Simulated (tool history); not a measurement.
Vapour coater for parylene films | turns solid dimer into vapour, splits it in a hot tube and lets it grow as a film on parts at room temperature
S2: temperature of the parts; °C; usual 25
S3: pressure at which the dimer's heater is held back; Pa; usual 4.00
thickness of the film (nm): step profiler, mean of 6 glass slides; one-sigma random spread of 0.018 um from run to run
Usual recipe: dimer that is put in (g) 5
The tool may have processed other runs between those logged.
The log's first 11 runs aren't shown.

run 12 hour=396.9 | dimer_that_is_put_in_(g)=7 S2=25 S3=4.00 | thickness_of_the_film_(nm)=3130
run 13 hour=436.2 | dimer_that_is_put_in_(g)=7 S2=25 S3=4.00 | thickness_of_the_film_(nm)=3150
run 14 hour=463.2 | dimer_that_is_put_in_(g)=7 S2=25 S3=4.00 | thickness_of_the_film_(nm)=3120
run 15 hour=511.7 | dimer_that_is_put_in_(g)=5 S2=25 S3=2.75 | thickness_of_the_film_(nm)=2260
run 16 hour=544.3 | dimer_that_is_put_in_(g)=5 S2=25 S3=2.75 | thickness_of_the_film_(nm)=2270
run 17 hour=575.7 | dimer_that_is_put_in_(g)=5 S2=25 S3=2.75 | thickness_of_the_film_(nm)=2240
run 18 hour=626.4 | dimer_that_is_put_in_(g)=5 S2=25 S3=2.75 | thickness_of_the_film_(nm)=2270
run 19 hour=648.6 | dimer_that_is_put_in_(g)=5 S2=25 S3=2.75 | thickness_of_the_film_(nm)=2280
run 20 hour=669.6 | dimer_that_is_put_in_(g)=6 S2=17 S3=4.00 | thickness_of_the_film_(nm)=3450
run 21 hour=704.3 | dimer_that_is_put_in_(g)=6 S2=17 S3=4.00 | thickness_of_the_film_(nm)=3410
run 22 hour=737.5 | dimer_that_is_put_in_(g)=6 S2=17 S3=4.00 | thickness_of_the_film_(nm)=3450
run 23 hour=758.9 | dimer_that_is_put_in_(g)=6 S2=25 S3=4.24 | thickness_of_the_film_(nm)=2660
run 24 hour=780.0 | dimer_that_is_put_in_(g)=5 S2=31 S3=4.07 | thickness_of_the_film_(nm)=1780
run 25 hour=829.0 | dimer_that_is_put_in_(g)=6 S2=25 S3=4.00 | thickness_of_the_film_(nm)=2660
run 26 hour=870.5 | dimer_that_is_put_in_(g)=5 S2=20 S3=4.00 | thickness_of_the_film_(nm)=2590
run 27 hour=910.3 | dimer_that_is_put_in_(g)=7 S2=25 S3=8.70 | thickness_of_the_film_(nm)=2970
run 28 hour=957.0 | dimer_that_is_put_in_(g)=7 S2=31 S3=11.01 | thickness_of_the_film_(nm)=2380
run 29 hour=993.9 | dimer_that_is_put_in_(g)=7 S2=31 S3=11.01 | thickness_of_the_film_(nm)=2350
run 30 hour=1043.5 | dimer_that_is_put_in_(g)=3 S2=21 S3=10.22 | thickness_of_the_film_(nm)=1400
run 31 hour=1083.9 | dimer_that_is_put_in_(g)=5 S2=25 S3=4.00 | thickness_of_the_film_(nm)=2170
run 32 hour=1106.2 | dimer_that_is_put_in_(g)=4 S2=35 S3=2.19 | thickness_of_the_film_(nm)=1280
run 33 hour=1144.7 | dimer_that_is_put_in_(g)=4 S2=35 S3=2.19 | thickness_of_the_film_(nm)=1280

Alternative continuations, all from the tool just after run 33; predict every row:
run A hour=1180.2 | dimer_that_is_put_in_(g)=6 S2=25 S3=7.56 | thickness_of_the_film_(nm)=?
run B hour=1180.2 | dimer_that_is_put_in_(g)=3 S2=18 S3=2.29 | thickness_of_the_film_(nm)=?
run C hour=1180.2 | dimer_that_is_put_in_(g)=4 S2=18 S3=2.19 | thickness_of_the_film_(nm)=?
run D hour=1180.2 | dimer_that_is_put_in_(g)=5 S2=25 S3=3.67 | thickness_of_the_film_(nm)=?
run E hour=1180.2 | dimer_that_is_put_in_(g)=2 S2=28 S3=11.52 | thickness_of_the_film_(nm)=?

run=A thickness_of_the_film_(nm)=2470
run=B thickness_of_the_film_(nm)=1690
run=C thickness_of_the_film_(nm)=2240
run=D thickness_of_the_film_(nm)=2170
run=E thickness_of_the_film_(nm)=720
Had the tool no hidden state, the same runs would have come out as:
run=A thickness_of_the_film_(nm)=2590
run=B thickness_of_the_film_(nm)=1770
run=C thickness_of_the_film_(nm)=2360
run=D thickness_of_the_film_(nm)=2280
run=E thickness_of_the_film_(nm)=760
